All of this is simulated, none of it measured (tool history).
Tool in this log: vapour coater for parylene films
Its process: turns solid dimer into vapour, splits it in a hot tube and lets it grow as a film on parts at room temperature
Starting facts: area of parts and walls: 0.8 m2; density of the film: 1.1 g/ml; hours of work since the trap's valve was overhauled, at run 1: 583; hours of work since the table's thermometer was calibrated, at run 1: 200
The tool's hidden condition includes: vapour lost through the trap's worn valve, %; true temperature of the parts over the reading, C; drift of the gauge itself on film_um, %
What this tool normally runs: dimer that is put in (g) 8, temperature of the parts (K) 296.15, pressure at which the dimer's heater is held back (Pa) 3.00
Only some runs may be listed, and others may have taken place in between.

run   hour  dimer that is put in (g)  temperature of the parts (K)  pressure at which the dimer's heater is held back (Pa)  hours of work since the trap's valve was overhauled  hours of work since the table's thermometer was calibrated  thickness of the film (µm)
  1    0.0                         8                        296.15                                                    3.00                                                  583                                                         200                        5.96
       9.8  -- trap's valve overhauled
  2   12.9                        10                        296.15                                                    3.00                                                    3                                                         208                        8.05
  3   29.6                         8                        296.15                                                    3.00                                                   17                                                         222                        6.44
  4   43.0                         8                        296.15                                                    3.00                                                   29                                                         234                        6.45
  5   58.6                         8                        291.15                                                    3.00                                                   43                                                         248                        7.69
  6   73.3                         8                        291.15                                                    2.09                                                   56                                                         261                        8.48
  7   82.8                        13                        291.15                                                    2.09                                                   64                                                         269                       13.55
  8   93.5                         8                        291.15                                                    3.00                                                   74                                                         278                        7.64
  9  108.2                         8                        296.15                                                    3.00                                                   86                                                         291                        6.28
 10  116.2                         8                        296.15                                                    3.00                                                   93                                                         298                        6.30
 11  130.7                         8                        296.15                                                    3.00                                                  106                                                         311                        6.31
 12  145.6                         8                        296.15                                                    3.00                                                  119                                                         324                        6.33
 13  156.3                         8                        296.15                                                    3.00                                                  129                                                         334                        6.25
 14  166.2                         8                        296.15                                                    3.00                                                  137                                                         342                        6.26
 15  173.8                         6                        296.15                                                    3.00                                                  144                                                         349                        4.70
 16  188.6                         6                        296.15                                                    3.00                                                  157                                                         362                        4.66
 17  197.7                         7                        296.15                                                   11.63                                                  165                                                         370                        3.95
 18  209.8                         3                        296.15                                                    3.53                                                  176                                                         381                        2.25
 19  218.2                         8                        292.15                                                    3.66                                                  183                                                         388                        6.84
 20  230.3                         8                        289.15                                                    5.03                                                  194                                                         399                        7.25
 21  245.7                         8                        297.15                                                    3.38                                                  207                                                         412                        5.72
 22  256.5                         4                        296.15                                                    3.38                                                  217                                                         422                        2.96
 23  264.4                         4                        296.15                                                    3.38                                                  224                                                         429                        2.95
 24  278.9                         8                        305.15                                                    7.21                                                  236                                                         441                        3.55
 25  296.3                        12                        305.15                                                    2.86                                                  252                                                         457                        6.62
 26  312.3                         7                        299.15                                                    7.89                                                  266                                                         471                        3.78
 27  328.1                        12                        297.15                                                    4.00                                                  280                                                         485                        8.24
 28  341.1                        12                        297.15                                                    4.00                                                  291                                                         496                        8.30
 29  353.3                         3                        291.15                                                    6.54                                                  302                                                         507                        2.31
 30  368.6                         6                        306.15                                                    3.00                                                  315                                                         520                        3.16
 31  385.1                        13                        296.15                                                    3.00                                                  330                                                         535                        9.83
 32  399.3                         9                        304.15                                                    3.13                                                  342                                                         547                        4.97

Some steps in thickness of the film (µm) between neighbouring runs. How much of each would the tool show without its hidden state too (settings, what came in, random variation), and how much is left for the hidden state, with any gauge scatter that isn't in both results?
Run 1 -> 2: dimer that is put in (g) 8 -> 10, trap's valve overhauled. thickness of the film (µm) +2.09: hidden state +0.44, all else +1.65.
Run 7 -> 8: dimer that is put in (g) 13 -> 8, pressure at which the dimer's heater is held back (Pa) 2.09 -> 3.00. thickness of the film (µm) -5.91: hidden state +0.20, all else -6.11.
Run 28 -> 29: dimer that is put in (g) 12 -> 3, temperature of the parts (K) 297.15 -> 291.15, pressure at which the dimer's heater is held back (Pa) 4.00 -> 6.54. thickness of the film (µm) -5.99: hidden state +0.47, all else -6.46.
Run 30 -> 31: dimer that is put in (g) 6 -> 13, temperature of the parts (K) 306.15 -> 296.15. thickness of the film (µm) +6.67: hidden state -0.60, all else +7.27.
